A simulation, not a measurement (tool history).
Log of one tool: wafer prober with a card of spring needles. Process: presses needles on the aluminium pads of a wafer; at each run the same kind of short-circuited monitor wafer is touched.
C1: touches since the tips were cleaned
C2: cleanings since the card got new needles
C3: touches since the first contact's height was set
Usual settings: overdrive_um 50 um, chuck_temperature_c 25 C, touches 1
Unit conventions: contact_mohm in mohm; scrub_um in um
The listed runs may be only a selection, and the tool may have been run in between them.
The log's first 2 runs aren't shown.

At hour 16.6: tips cleaned on abrasive film.
Run 3, hour 19.9: usual settings; C1 1249; C2 28; C3 42684. Result: contact_mohm 143 mohm, scrub_um 13.09 um.
At hour 26.5: tips cleaned on abrasive film.
Run 4, hour 28.1: usual settings; C1 601; C2 29; C3 45748. Result: contact_mohm 130 mohm, scrub_um 13.38 um.
At hour 36.6: tips cleaned on abrasive film.
Run 5, hour 38.0: usual settings; C1 519; C2 30; C3 49429. Result: contact_mohm 131 mohm, scrub_um 13.04 um.
At hour 46.7: tips cleaned on abrasive film.
Run 6, hour 49.0: usual settings; C1 883; C2 31; C3 53515. Result: contact_mohm 140 mohm, scrub_um 13.14 um.
At hour 56.0: tips cleaned on abrasive film.
Run 7, hour 58.2: usual settings; C1 857; C2 32; C3 56944. Result: contact_mohm 134 mohm, scrub_um 13.09 um.
At hour 65.3: tips cleaned on abrasive film.
Run 8, hour 69.0: usual settings; C1 1409; C2 33; C3 60970. Result: contact_mohm 157 mohm, scrub_um 13.10 um.
At hour 75.1: tips cleaned on abrasive film.
Run 9, hour 75.5: usual settings but chuck_temperature_c 99 C; C1 164; C2 34; C3 63365. Result: contact_mohm 122 mohm, scrub_um 13.13 um.
Run 10, hour 82.7: usual settings but chuck_temperature_c 99 C; C1 2862; C2 34; C3 66063. Result: contact_mohm 178 mohm, scrub_um 13.02 um.
At hour 84.4: tips cleaned on abrasive film.
Run 11, hour 90.2: usual settings but chuck_temperature_c 99 C; C1 2167; C2 35; C3 68846. Result: contact_mohm 172 mohm, scrub_um 12.93 um.
At hour 92.4: height of the first contact set anew.
At hour 94.0: tips cleaned on abrasive film.
Run 12, hour 96.2: usual settings; C1 832; C2 36; C3 1388. Result: contact_mohm 138 mohm, scrub_um 13.55 um.
At hour 103.4: tips cleaned on abrasive film.
Run 13, hour 104.7: usual settings; C1 485; C2 37; C3 4543. Result: contact_mohm 132 mohm, scrub_um 13.33 um.
At hour 113.3: tips cleaned on abrasive film.
Run 14, hour 114.5: usual settings; C1 486; C2 38; C3 8200. Result: contact_mohm 127 mohm, scrub_um 13.49 um.
At hour 122.9: tips cleaned on abrasive film.
Run 15, hour 123.8: usual settings; C1 341; C2 39; C3 11635. Result: contact_mohm 120 mohm, scrub_um 13.59 um.
Run 16, hour 128.9: usual settings; C1 2273; C2 39; C3 13567. Result: contact_mohm 165 mohm, scrub_um 13.50 um.
At hour 132.5: tips cleaned on abrasive film.
Run 17, hour 140.0: usual settings but overdrive_um 34 um, chuck_temperature_c 79 C; C1 2819; C2 40; C3 17679. Result: contact_mohm 250 mohm, scrub_um 9.06 um.
At hour 142.3: tips cleaned on abrasive film.
Run 18, hour 145.9: usual settings but overdrive_um 36 um, chuck_temperature_c 49 C, touches 3; C1 1377; C2 41; C3 19882. Result: contact_mohm 141 mohm, scrub_um 9.56 um.
At hour 151.7: tips cleaned on abrasive film.
Run 19, hour 152.8: usual settings but overdrive_um 36 um, chuck_temperature_c 49 C, touches 3; C1 401; C2 42; C3 22412. Result: contact_mohm 123 mohm, scrub_um 9.58 um.
At hour 161.5: tips cleaned on abrasive film.
Run 20, hour 163.9: usual settings but overdrive_um 46 um, chuck_temperature_c 36 C, touches 3; C1 878; C2 43; C3 26535. Result: contact_mohm 119 mohm, scrub_um 12.16 um.

Run 21 is up next; what results do you expect?
At hour 171.1: tips cleaned on abrasive film.
Run 21, hour 172.7: usual settings but overdrive_um 46 um, chuck_temperature_c 36 C, touches 2; C1 609; C2 44; C3 29829. Result: contact_mohm ?, scrub_um ?.

{"run 21": {"contact_mohm": 124, "scrub_um": 12.18}}
Minus the tool's unlogged condition, the same run would have read contact_mohm 103 mohm, scrub_um 12.42 um.
